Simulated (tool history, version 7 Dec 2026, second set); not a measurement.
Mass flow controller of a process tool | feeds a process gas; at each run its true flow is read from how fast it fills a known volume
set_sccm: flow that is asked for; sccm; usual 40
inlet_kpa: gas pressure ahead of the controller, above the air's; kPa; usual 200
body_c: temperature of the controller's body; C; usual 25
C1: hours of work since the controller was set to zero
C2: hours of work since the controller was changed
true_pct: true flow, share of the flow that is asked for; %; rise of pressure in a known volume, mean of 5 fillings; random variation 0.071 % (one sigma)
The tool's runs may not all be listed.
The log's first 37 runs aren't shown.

run 38 day=234.121 | set_sccm=48 inlet_kpa=228 body_c=35 | C1=263 C2=4392 | true_pct=98.47
run 39 day=239.742 | set_sccm=48 inlet_kpa=228 body_c=35 | C1=320 C2=4449 | true_pct=98.53
run 40 day=244.000 | set_sccm=8 inlet_kpa=200 body_c=21 | C1=364 C2=4493 | true_pct=97.81
run 41 day=251.192 | set_sccm=8 inlet_kpa=200 body_c=21 | C1=437 C2=4566 | true_pct=97.90
run 42 day=258.050 | set_sccm=32 inlet_kpa=200 body_c=36 | C1=507 C2=4636 | true_pct=98.37
run 43 day=264.583 | set_sccm=14 inlet_kpa=200 body_c=32 | C1=573 C2=4702 | true_pct=98.05
run 44 day=269.238 | set_sccm=8 inlet_kpa=254 body_c=35 | C1=620 C2=4749 | true_pct=98.39
run 45 day=273.929 | set_sccm=40 inlet_kpa=182 body_c=34 | C1=668 C2=4797 | true_pct=98.27
run 46 day=278.571 | set_sccm=40 inlet_kpa=183 body_c=23 | C1=715 C2=4844 | true_pct=98.12
run 47 day=286.700 | set_sccm=7 inlet_kpa=223 body_c=26 | C1=798 C2=4927 | true_pct=98.53
run 48 day=291.450 | set_sccm=11 inlet_kpa=157 body_c=27 | C1=846 C2=4975 | true_pct=98.26

3 ways to go on from here, each from the tool as it stands after run 48. What would each give?
run A day=295.992 | set_sccm=7 inlet_kpa=263 body_c=26 | C1=892 C2=5021 | true_pct=?
run B day=295.992 | set_sccm=48 inlet_kpa=200 body_c=24 | C1=892 C2=5021 | true_pct=?
run C day=295.992 | set_sccm=13 inlet_kpa=202 body_c=27 | C1=892 C2=5021 | true_pct=?

run=A true_pct=98.55
run=B true_pct=98.19
run=C true_pct=98.14
Without the tool's hidden state the same runs would have given:
run=A true_pct=99.13
run=B true_pct=99.93
run=C true_pct=99.35
